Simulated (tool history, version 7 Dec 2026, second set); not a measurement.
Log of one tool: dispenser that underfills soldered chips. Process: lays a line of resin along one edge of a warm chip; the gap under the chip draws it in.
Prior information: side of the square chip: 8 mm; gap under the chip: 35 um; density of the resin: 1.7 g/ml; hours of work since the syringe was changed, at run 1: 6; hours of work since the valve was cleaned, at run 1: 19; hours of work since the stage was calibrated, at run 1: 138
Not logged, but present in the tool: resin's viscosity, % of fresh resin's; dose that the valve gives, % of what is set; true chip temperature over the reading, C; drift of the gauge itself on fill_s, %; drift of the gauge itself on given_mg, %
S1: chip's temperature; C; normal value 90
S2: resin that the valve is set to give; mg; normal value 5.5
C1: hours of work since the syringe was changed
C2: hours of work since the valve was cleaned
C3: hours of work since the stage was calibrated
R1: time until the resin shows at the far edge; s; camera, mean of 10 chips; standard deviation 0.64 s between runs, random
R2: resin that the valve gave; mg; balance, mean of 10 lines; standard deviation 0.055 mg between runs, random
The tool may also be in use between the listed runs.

run 1 day=0 | S1=90 S2=5.5 | C1=6 C2=19 C3=138 | R1=73.7 R2=5.42
-- day=0.338 new syringe of resin
run 2 day=0.338 | S1=90 S2=5.5 | C1=0 C2=24 C3=143 | R1=53.9 R2=5.38
run 3 day=0.646 | S1=90 S2=5.5 | C1=5 C2=29 C3=148 | R1=72.1 R2=5.38
-- day=1.017 new syringe of resin
run 4 day=1.017 | S1=90 S2=5.76 | C1=0 C2=35 C3=154 | R1=53.5 R2=5.6
run 5 day=1.588 | S1=90 S2=5.76 | C1=9 C2=45 C3=163 | R1=89.4 R2=5.46
-- day=1.7 new syringe of resin
run 6 day=2.1 | S1=90 S2=5.76 | C1=7 C2=53 C3=172 | R1=77.2 R2=5.45
-- day=2.421 new syringe of resin
run 7 day=2.512 | S1=90 S2=5.76 | C1=1 C2=59 C3=178 | R1=58 R2=5.44
run 8 day=2.975 | S1=77 S2=5.5 | C1=9 C2=67 C3=186 | R1=154.6 R2=5.18
-- day=3.133 new syringe of resin
run 9 day=3.492 | S1=90 S2=5.5 | C1=6 C2=75 C3=194 | R1=77 R2=5.13
-- day=3.838 new syringe of resin
run 10 day=4.017 | S1=90 S2=6.4 | C1=3 C2=84 C3=202 | R1=61.7 R2=5.88
run 11 day=4.338 | S1=90 S2=6.4 | C1=8 C2=89 C3=208 | R1=81.2 R2=5.97
-- day=4.533 new syringe of resin
run 12 day=4.708 | S1=90 S2=5.5 | C1=3 C2=95 C3=214 | R1=61.1 R2=5
run 13 day=5.142 | S1=90 S2=5.5 | C1=10 C2=102 C3=221 | R1=94.3 R2=5.09
-- day=5.254 new syringe of resin
run 14 day=5.533 | S1=91 S2=5.5 | C1=5 C2=108 C3=227 | R1=66.6 R2=4.95
run 15 day=5.788 | S1=83 S2=5.5 | C1=9 C2=112 C3=231 | R1=116.2 R2=4.97
-- day=5.946 new syringe of resin
run 16 day=6.117 | S1=83 S2=5.5 | C1=3 C2=117 C3=236 | R1=85.5 R2=4.94
run 17 day=6.567 | S1=83 S2=5.5 | C1=10 C2=125 C3=244 | R1=127.2 R2=4.88
-- day=6.629 new syringe of resin
run 18 day=6.862 | S1=81 S2=4.98 | C1=4 C2=129 C3=248 | R1=101.5 R2=4.49
run 19 day=7.225 | S1=93 S2=5.02 | C1=10 C2=135 C3=254 | R1=83.8 R2=4.46
-- day=7.338 new syringe of resin
run 20 day=7.671 | S1=93 S2=5.02 | C1=5 C2=142 C3=261 | R1=67.2 R2=4.32
-- day=7.942 dispensing valve cleaned and set on the balance
-- day=8.067 new syringe of resin
run 21 day=8.146 | S1=77 S2=5.37 | C1=1 C2=3 C3=268 | R1=98.4 R2=5.3
run 22 day=8.721 | S1=97 S2=5.24 | C1=11 C2=13 C3=277 | R1=71.4 R2=5.07
-- day=8.758 new syringe of resin
run 23 day=9.2 | S1=97 S2=5.24 | C1=7 C2=20 C3=285 | R1=59.7 R2=5.14
-- day=9.446 new syringe of resin
run 24 day=9.604 | S1=77 S2=6.34 | C1=3 C2=27 C3=291 | R1=101.8 R2=6.2
run 25 day=10.062 | S1=92 S2=6.68 | C1=10 C2=34 C3=299 | R1=80.7 R2=6.44
-- day=10.158 new syringe of resin
run 26 day=10.546 | S1=86 S2=5.34 | C1=6 C2=42 C3=307 | R1=88 R2=5.06
-- day=10.854 new syringe of resin
run 27 day=11.096 | S1=77 S2=5.7 | C1=4 C2=51 C3=315 | R1=111.4 R2=5.38
run 28 day=11.479 | S1=77 S2=5.7 | C1=10 C2=57 C3=322 | R1=163.3 R2=5.42
-- day=11.55 new syringe of resin
run 29 day=12.088 | S1=104 S2=5.25 | C1=9 C2=67 C3=332 | R1=48.4 R2=4.91
-- day=12.246 new syringe of resin
run 30 day=12.583 | S1=104 S2=5.14 | C1=6 C2=75 C3=339 | R1=41 R2=4.85
-- day=12.921 new syringe of resin
run 31 day=12.933 | S1=104 S2=5.14 | C1=0 C2=80 C3=345 | R1=30.5 R2=4.72
run 32 day=13.329 | S1=89 S2=5.8 | C1=7 C2=87 C3=351 | R1=77.5 R2=5.28
-- day=13.633 new syringe of resin
run 33 day=13.825 | S1=102 S2=6.23 | C1=3 C2=94 C3=359 | R1=37.3 R2=5.67
-- day=14.333 new syringe of resin
run 34 day=14.429 | S1=84 S2=6.06 | C1=2 C2=104 C3=369 | R1=70.4 R2=5.57

Forecast each of these 4 alternatives for the next run:
run A day=14.829 | S1=84 S2=6.77 | C1=8 C2=111 C3=376 | R1=? R2=?
run B day=14.829 | S1=80 S2=6.06 | C1=8 C2=111 C3=376 | R1=? R2=?
run C day=14.829 | S1=82 S2=4.88 | C1=8 C2=111 C3=376 | R1=? R2=?
run D day=14.829 | S1=87 S2=7 | C1=8 C2=111 C3=376 | R1=? R2=?

run=A R1=99.3 R2=6
run=B R1=119.3 R2=5.44
run=C R1=118 R2=4.4
run=D R1=89.3 R2=6.32
With no hidden state in the tool, these same runs would have given:
run=A R1=70.3 R2=6.68
run=B R1=84 R2=6.05
run=C R1=80.9 R2=4.9
run=D R1=63.4 R2=7.03
